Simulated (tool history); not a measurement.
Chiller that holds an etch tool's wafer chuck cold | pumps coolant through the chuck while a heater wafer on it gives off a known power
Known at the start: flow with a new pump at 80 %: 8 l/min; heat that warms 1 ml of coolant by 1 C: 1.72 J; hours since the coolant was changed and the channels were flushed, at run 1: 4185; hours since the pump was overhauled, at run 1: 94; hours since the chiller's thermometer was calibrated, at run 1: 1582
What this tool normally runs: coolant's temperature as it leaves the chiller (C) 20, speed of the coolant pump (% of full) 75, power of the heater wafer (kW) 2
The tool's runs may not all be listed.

run    hour  coolant's temperature as it leaves the chiller (C)  speed of the coolant pump (% of full)  power of the heater wafer (kW)  hours since the coolant was changed and the channels were flushed  hours since the pump was overhauled  hours since the chiller's thermometer was calibrated  chuck's temperature once it has settled (C)  how much warmer the coolant comes back (C)
  1       0                                                  20                                     75                               2                                                               4185                                   94                                                  1582                                         40.6                                        9.26
  2    80.1                                                  20                                     75                               2                                                               4265                                  175                                                  1662                                         40.6                                        9.21
  3   120.6                                                  20                                     75                               2                                                               4306                                  215                                                  1703                                         40.6                                         9.3
  4   180.8                                                  20                                     75                               2                                                               4366                                  275                                                  1763                                         40.6                                        9.28
  5   268.5                                                  20                                     75                               2                                                               4454                                  363                                                  1851                                         40.5                                        9.32
  6   352.8                                                  20                                     61                               2                                                               4538                                  447                                                  1935                                         44.6                                       11.41
  7   420.3                                                  20                                     75                               2                                                               4606                                  515                                                  2002                                         40.7                                        9.36
  8   457.8                                                  20                                     75                               2                                                               4643                                  552                                                  2040                                         40.6                                        9.35
  9   503.6                                                  29                                     75                               2                                                               4689                                  598                                                  2086                                         49.8                                        9.25
 10   565.7                                                  29                                     75                               2                                                               4751                                  660                                                  2148                                         49.8                                        9.41
 11   610.4                                                  29                                     75                               2                                                               4796                                  705                                                  2192                                         49.8                                        9.42
 12   661.6                                                  29                                     75                               2                                                               4847                                  756                                                  2244                                         49.8                                        9.27
 13   703.6                                                  20                                     75                               2                                                               4889                                  798                                                  2286                                         40.9                                        9.38
 14   785.3                                                  20                                     75                               2                                                               4970                                  880                                                  2367                                         40.8                                        9.34
 15   874.6                                                  20                                     75                               2                                                               5060                                  969                                                  2457                                         40.7                                        9.34
 16   959.6                                                  20                                     75                               2                                                               5145                                 1054                                                  2542                                         40.9                                        9.33
 17  1029.4                                                  20                                     75                           1.151                                                               5215                                 1124                                                  2611                                           32                                        5.46
 18  1113.7                                                  17                                     71                               2                                                               5299                                 1208                                                  2696                                         39.1                                        9.84
 19  1200.3                                                  20                                     75                           1.596                                                               5385                                 1295                                                  2782                                         36.5                                        7.48
 20  1270.6                                                  20                                     75                           1.596                                                               5456                                 1365                                                  2853                                         36.6                                        7.56
     1281.5  -- coolant pump overhauled
 21  1354.3                                                  16                                     71                           1.509                                                               5534                                   73                                                  2931                                         32.7                                        7.52
 22    1408                                                  16                                     96                           1.509                                                               5588                                  127                                                  2985                                         28.8                                        5.57
 23    1474                                                  11                                     75                           2.525                                                               5654                                  193                                                  3051                                         37.7                                        11.9
 24  1523.7                                                  29                                     75                            1.43                                                               5704                                  242                                                  3101                                           44                                        6.83
       1573  -- coolant pump overhauled, once more
 25    1573                                                  29                                     67                            1.43                                                               5748                                    0                                                  3145                                         45.1                                        7.45
 26  1629.6                                                  20                                     63                               2                                                               5805                                   57                                                  3202                                         44.2                                       11.04
 27  1682.5                                                  20                                     63                               2                                                               5858                                  110                                                  3255                                         44.1                                       11.05
 28  1735.9                                                  20                                     81                           1.311                                                               5911                                  163                                                  3308                                         32.6                                        5.71
 29  1811.5                                                  14                                     75                               2                                                               5987                                  238                                                  3383                                           35                                        9.33
     1833.3  -- chiller's thermometer calibrated
 30  1865.2                                                  14                                     75                               2                                                               6039                                  291                                                    32                                         35.1                                        9.32
 31  1950.4                                                  19                                     62                           1.714                                                               6125                                  376                                                   117                                         40.4                                         9.6

Describe how what the log doesn't record of the tool's condition differs between the last listed run preceding each entry between runs and the first listed run following it.
Logged between run 20 and run 21: coolant pump overhauled (hour 1281.5)
  heat passed by the chuck's channels, % of clean ones': 92.4 -> 92.3; flow at a given pump speed, % of a new pump's: 99.1 -> 98.5; coolant's true temperature over the reading, C: -0.43 -> -0.44
  difference, measured minus the result without the unlogged condition, chuck's temperature once it has settled (C): +0.6 -> +0.8; how much warmer the coolant comes back (C): +0.07 -> +0.11
Logged between run 24 and run 25: coolant pump overhauled, once more (hour 1573)
  flow at a given pump speed, % of a new pump's: 98.4 -> 100.1
  difference, measured minus the result without the unlogged condition, chuck's temperature once it has settled (C): +0.7 -> +0.5; how much warmer the coolant comes back (C): +0.11 -> -0.01
Logged between run 29 and run 30: chiller's thermometer calibrated (hour 1833.3)
  coolant's true temperature over the reading, C: -0.49 -> -0.05
  difference, measured minus the result without the unlogged condition, chuck's temperature once it has settled (C): +0.8 -> +1.3; how much warmer the coolant comes back (C): +0 -> +0.01

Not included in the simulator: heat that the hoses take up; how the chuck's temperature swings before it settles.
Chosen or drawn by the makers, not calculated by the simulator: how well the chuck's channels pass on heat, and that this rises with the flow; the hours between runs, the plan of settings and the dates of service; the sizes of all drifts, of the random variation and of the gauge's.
